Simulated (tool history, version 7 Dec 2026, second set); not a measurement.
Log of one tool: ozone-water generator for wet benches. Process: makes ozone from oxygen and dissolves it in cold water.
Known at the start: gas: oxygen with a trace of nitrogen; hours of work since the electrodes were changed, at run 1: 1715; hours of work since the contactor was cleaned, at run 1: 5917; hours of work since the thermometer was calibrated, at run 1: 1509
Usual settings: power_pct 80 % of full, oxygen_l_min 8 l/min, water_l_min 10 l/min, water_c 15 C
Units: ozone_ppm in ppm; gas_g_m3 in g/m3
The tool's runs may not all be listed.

run     day  power_pct  oxygen_l_min  water_l_min  water_c  hours of work since the electrodes were changed  hours of work since the contactor was cleaned  hours of work since the thermometer was calibrated  ozone_ppm  gas_g_m3
  1       0         80             8           10       15                                             1715                                           5917                                                1509       36.4     229.8
  2   3.958         80             8           10       15                                             1796                                           5998                                                1590       36.2     226.1
  3   6.508         80             8           10       15                                             1849                                           6051                                                1643       36.3       228
  4   9.325         80             8           10       15                                             1907                                           6109                                                1701       36.1     226.3
  5  11.817         80             8           10       15                                             1958                                           6160                                                1752       36.1     227.4
  6  14.617         80             8           10       15                                             2016                                           6218                                                1810       36.6     225.8
  7  16.588         71             8           10       15                                             2057                                           6259                                                1851       33.8     209.4
  8  18.667         80             8           10       15                                             2100                                           6302                                                1894         36     226.7
  9  21.838         80             8           10       15                                             2165                                           6367                                                1959       36.4     226.7
 10  25.971         80             8           10       15                                             2250                                           6452                                                2044       35.4     223.7
 11  28.033         80             8           10       15                                             2293                                           6495                                                2087       35.7     222.9
 12  31.025         80             8           10       15                                             2354                                           6556                                                2149       35.8     224.3
 13  32.788         80             8           10       15                                             2391                                           6593                                                2185       35.6     225.3
 14  35.038         80             8           10        7                                             2437                                           6639                                                2231       42.1     223.4
     39.538  -- contactor cleaned
 15  39.538         80             8           10        7                                             2526                                              0                                                2321       44.4       225
 16  43.746         80             8           10        7                                             2613                                             87                                                2407       44.7       221
 17  47.842         80             8           10        7                                             2698                                            171                                                2492       44.4     223.5
 18  50.942         67          7.51           10       15                                             2762                                            235                                                2556       33.6     205.1
 19  54.167         67          7.51           13       19                                             2828                                            302                                                2622       26.2     204.6
 20  57.183         67          7.51           13       19                                             2890                                            364                                                2685       26.1     205.7
 21  60.204         87          7.51           13        9                                             2953                                            426                                                2747       37.2       239
 22    62.5         87          7.51           13        9                                             3000                                            473                                                2794       37.3     240.1
 23  65.358         80          8.23           10       15                                             3059                                            532                                                2853       36.8       216
 24  68.433         80          8.23           10       15                                             3122                                            596                                                2916       37.3       217
 25  70.679         80          5.96           10       15                                             3169                                            642                                                2963       38.4     251.4
 26  74.975         80          5.96           10       15                                             3257                                            731                                                3051         38     250.2
 27  79.221         90          5.96            9       14                                             3345                                            818                                                3139       45.1     269.1
 28  83.004         90          5.96            9       14                                             3423                                            896                                                3217       44.5     267.9
 29  86.017         90          5.96            9       14                                             3485                                            958                                                3279       44.2     267.7
 30  89.208         80             8            8       20                                             3551                                           1024                                                3345       36.6     217.2
 31  93.267         80             8            8       20                                             3634                                           1108                                                3429       36.9     217.4
 32  96.988         80             8            8       20                                             3711                                           1185                                                3505       36.8     217.6

5 ways to go on from here, each from the tool as it stands after run 32. What would each give?
  A  101.129         80          4.09           15       15                                             3796                                           1270                                                3591          ?         ?
  B  101.129         80          4.88            8       20                                             3796                                           1270                                                3591          ?         ?
  C  101.129         80             8            8        8                                             3796                                           1270                                                3591          ?         ?
  D  101.129         80             8           15       19                                             3796                                           1270                                                3591          ?         ?
  E  101.129         85             8            7        9                                             3796                                           1270                                                3591          ?         ?

run  ozone_ppm  gas_g_m3
  A       26.7     295.3
  B       39.4     272.2
  C       48.9     215.9
  D         25     216.3
  E       53.1       226
Without the tool's hidden state the same runs would have given:
run  ozone_ppm  gas_g_m3
  A       29.5     321.2
  B       43.4       296
  C         54     234.9
  D       27.7     235.4
  E       58.8     246.6
